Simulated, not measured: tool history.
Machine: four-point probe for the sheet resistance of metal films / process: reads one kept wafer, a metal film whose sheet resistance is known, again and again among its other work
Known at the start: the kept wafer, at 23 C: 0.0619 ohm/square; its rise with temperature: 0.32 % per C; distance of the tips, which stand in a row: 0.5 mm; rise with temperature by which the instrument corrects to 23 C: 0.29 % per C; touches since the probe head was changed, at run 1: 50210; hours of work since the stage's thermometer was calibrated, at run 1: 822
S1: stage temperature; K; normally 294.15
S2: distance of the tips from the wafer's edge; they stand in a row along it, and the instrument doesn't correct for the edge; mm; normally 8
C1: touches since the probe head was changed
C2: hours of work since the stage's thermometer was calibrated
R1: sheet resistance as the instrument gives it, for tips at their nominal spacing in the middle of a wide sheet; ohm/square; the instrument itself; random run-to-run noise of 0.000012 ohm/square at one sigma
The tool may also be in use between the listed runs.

Run 1, hour 0.0: usual settings; C1 50210; C2 822. Result: R1 0.061896 ohm/square.
Run 2, hour 73.8: usual settings but S1 301.15 K; C1 51575; C2 859. Result: R1 0.062051 ohm/square.
Run 3, hour 129.6: usual settings but S1 301.15 K; C1 52610; C2 887. Result: R1 0.062062 ohm/square.
Run 4, hour 218.0: usual settings but S2 21 mm; C1 54245; C2 931. Result: R1 0.061793 ohm/square.
Run 5, hour 308.6: usual settings but S2 21 mm; C1 55922; C2 976. Result: R1 0.061802 ohm/square.
Run 6, hour 409.4: usual settings but S2 24 mm; C1 57788; C2 1026. Result: R1 0.061769 ohm/square.
Run 7, hour 482.6: usual settings but S2 24 mm; C1 59144; C2 1063. Result: R1 0.061773 ohm/square.
Run 8, hour 587.9: usual settings but S1 305.15 K, S2 24 mm; C1 61093; C2 1115. Result: R1 0.062014 ohm/square.
Run 9, hour 654.8: usual settings but S1 306.15 K, S2 24 mm; C1 62330; C2 1149. Result: R1 0.062022 ohm/square.
Run 10, hour 721.3: usual settings but S1 291.15 K; C1 63562; C2 1182. Result: R1 0.061843 ohm/square.
Run 11, hour 800.9: usual settings but S1 291.15 K; C1 65035; C2 1222. Result: R1 0.061834 ohm/square.
Run 12, hour 874.5: usual settings; C1 66398; C2 1258. Result: R1 0.061880 ohm/square.
Run 13, hour 939.8: usual settings; C1 67607; C2 1291. Result: R1 0.061897 ohm/square.
Run 14, hour 1038.2: usual settings; C1 69428; C2 1340. Result: R1 0.061913 ohm/square.
Run 15, hour 1104.3: usual settings; C1 70651; C2 1373. Result: R1 0.061912 ohm/square.
Run 16, hour 1153.5: usual settings; C1 71562; C2 1398. Result: R1 0.061924 ohm/square.
Run 17, hour 1202.4: usual settings; C1 72467; C2 1422. Result: R1 0.061906 ohm/square.
At hour 1211.4: stage's thermometer calibrated.
Run 18, hour 1288.5: usual settings; C1 74052; C2 38. Result: R1 0.061938 ohm/square.
Run 19, hour 1354.6: usual settings; C1 75275; C2 71. Result: R1 0.061916 ohm/square.
Run 20, hour 1457.3: usual settings; C1 77177; C2 123. Result: R1 0.061929 ohm/square.
Run 21, hour 1504.2: usual settings; C1 78045; C2 146. Result: R1 0.061946 ohm/square.
At hour 1573.6: stage's thermometer calibrated, once more.
Run 22, hour 1590.7: usual settings; C1 79636; C2 8. Result: R1 0.061815 ohm/square.
Run 23, hour 1676.2: usual settings but S1 305.15 K, S2 5 mm; C1 81218; C2 51. Result: R1 0.062239 ohm/square.
Run 24, hour 1755.8: usual settings but S1 305.15 K, S2 5 mm; C1 82693; C2 91. Result: R1 0.062263 ohm/square.
Run 25, hour 1800.4: usual settings but S1 305.15 K, S2 5 mm; C1 83519; C2 113. Result: R1 0.062234 ohm/square.
Run 26, hour 1891.9: usual settings but S2 5 mm; C1 85212; C2 159. Result: R1 0.062020 ohm/square.
Run 27, hour 1984.1: usual settings but S1 291.15 K, S2 14 mm; C1 86918; C2 205. Result: R1 0.061671 ohm/square.
Run 28, hour 2049.8: usual settings but S1 291.15 K, S2 14 mm; C1 88135; C2 238. Result: R1 0.061652 ohm/square.
Run 29, hour 2094.5: usual settings but S1 291.15 K, S2 14 mm; C1 88963; C2 260. Result: R1 0.061673 ohm/square.
Run 30, hour 2190.9: usual settings but S1 292.15 K, S2 37 mm; C1 90746; C2 308. Result: R1 0.061629 ohm/square.
Run 31, hour 2276.2: usual settings but S1 306.15 K, S2 4 mm; C1 92325; C2 351. Result: R1 0.062425 ohm/square.
Run 32, hour 2362.7: usual settings but S1 307.15 K, S2 9 mm; C1 93927; C2 394. Result: R1 0.062031 ohm/square.
Run 33, hour 2449.4: usual settings but S1 302.15 K, S2 7 mm; C1 95531; C2 437. Result: R1 0.062012 ohm/square.
Run 34, hour 2517.4: usual settings but S1 296.15 K, S2 7 mm; C1 96789; C2 471. Result: R1 0.061904 ohm/square.
Run 35, hour 2585.4: usual settings but S2 40 mm; C1 98048; C2 505. Result: R1 0.061677 ohm/square.
Run 36, hour 2652.6: usual settings but S1 300.15 K, S2 43 mm; C1 99293; C2 539. Result: R1 0.061799 ohm/square.
Run 37, hour 2736.5: usual settings but S1 300.15 K, S2 43 mm; C1 100846; C2 580. Result: R1 0.061807 ohm/square.
Run 38, hour 2784.1: usual settings but S1 296.15 K, S2 46 mm; C1 101728; C2 604. Result: R1 0.061711 ohm/square.
Run 39, hour 2836.0: usual settings but S1 302.15 K; C1 102688; C2 630. Result: R1 0.061973 ohm/square.
Run 40, hour 2936.8: usual settings but S1 293.15 K; C1 104553; C2 680. Result: R1 0.061772 ohm/square.
Run 41, hour 3003.5: usual settings but S1 297.15 K; C1 105788; C2 714. Result: R1 0.061887 ohm/square.
Run 42, hour 3047.6: usual settings but S1 298.15 K; C1 106605; C2 736. Result: R1 0.061890 ohm/square.

Run by run, hidden condition taken away, random variation retained:
What the log doesn't record here: inner tips' distance over the nominal, %; tips' flats over new ones', %; wafer's true temperature over the reading, C; drift of the gauge itself on sheet_ohm, %.
run        R1
  1  0.061984
  2  0.062140
  3  0.062151
  4  0.061881
  5  0.061890
  6  0.061857
  7  0.061861
  8  0.062105
  9  0.062113
 10  0.061931
 11  0.061922
 12  0.061969
 13  0.061986
 14  0.062002
 15  0.062002
 16  0.062014
 17  0.061996
 18  0.062002
 19  0.061980
 20  0.061993
 21  0.062011
 22  0.061998
 23  0.062423
 24  0.062447
 25  0.062419
 26  0.062204
 27  0.061854
 28  0.061835
 29  0.061856
 30  0.061812
 31  0.062611
 32  0.062217
 33  0.062198
 34  0.062089
 35  0.061861
 36  0.061984
 37  0.061993
 38  0.061896
 39  0.062159
 40  0.061956
 41  0.062072
 42  0.062075

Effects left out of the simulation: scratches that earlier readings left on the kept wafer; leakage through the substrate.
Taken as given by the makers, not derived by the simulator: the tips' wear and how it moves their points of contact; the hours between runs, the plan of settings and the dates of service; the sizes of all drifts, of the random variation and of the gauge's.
